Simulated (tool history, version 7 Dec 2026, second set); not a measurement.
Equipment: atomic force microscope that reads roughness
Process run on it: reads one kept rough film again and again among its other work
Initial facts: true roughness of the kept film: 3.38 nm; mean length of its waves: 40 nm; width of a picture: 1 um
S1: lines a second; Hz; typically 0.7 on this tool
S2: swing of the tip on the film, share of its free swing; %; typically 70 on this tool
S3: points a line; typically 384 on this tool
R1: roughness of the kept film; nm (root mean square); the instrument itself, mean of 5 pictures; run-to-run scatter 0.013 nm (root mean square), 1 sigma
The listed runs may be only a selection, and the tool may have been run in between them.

run	hour	S1	S2	S3	R1
1	0	0.7	70	384	3.158
2	26.7	0.7	70	384	3.087
3	50.4	0.7	70	384	3.004
4	76.4	0.7	70	384	2.955
5	91.3	0.7	70	384	2.93
6	104.7	0.7	70	384	2.88
7	136.5	0.7	70	384	2.815
# hour 163.6: new tip fitted
8	164.6	0.7	70	384	3.122
9	189.1	0.7	70	384	3.046
10	203.3	0.7	70	384	3.021
11	222.4	3.698	70	384	2.838
12	243.2	0.7	70	384	2.903
13	257.2	0.7	70	384	2.882
14	288.9	0.7	70	766	2.84
15	318.4	0.7	70	766	2.79
# hour 325.5: new tip fitted
16	343.5	0.7	70	766	3.103
17	362.2	0.7	70	766	3.037
18	380.2	0.7	70	766	2.997
19	404.3	2.189	70	384	2.86
20	436.2	0.7	70	778	2.874
21	449.2	0.7	70	778	2.863
22	470.2	0.7	70	384	2.782
# hour 487.6: new tip fitted
23	497.8	0.7	70	384	3.093
24	512.9	0.7	61	384	3.081
25	544.5	2.677	63	924	2.939
26	568.2	0.7	70	332	2.9
27	581.2	1.557	65	509	2.858

Run 28 is up next; what results do you expect?
28	606.3	2.469	62	789	?

R1: 2.809 nm (root mean square)
If the tool had no hidden condition, the same run with the same run-to-run variation would have returned R1 3.109 nm (root mean square).
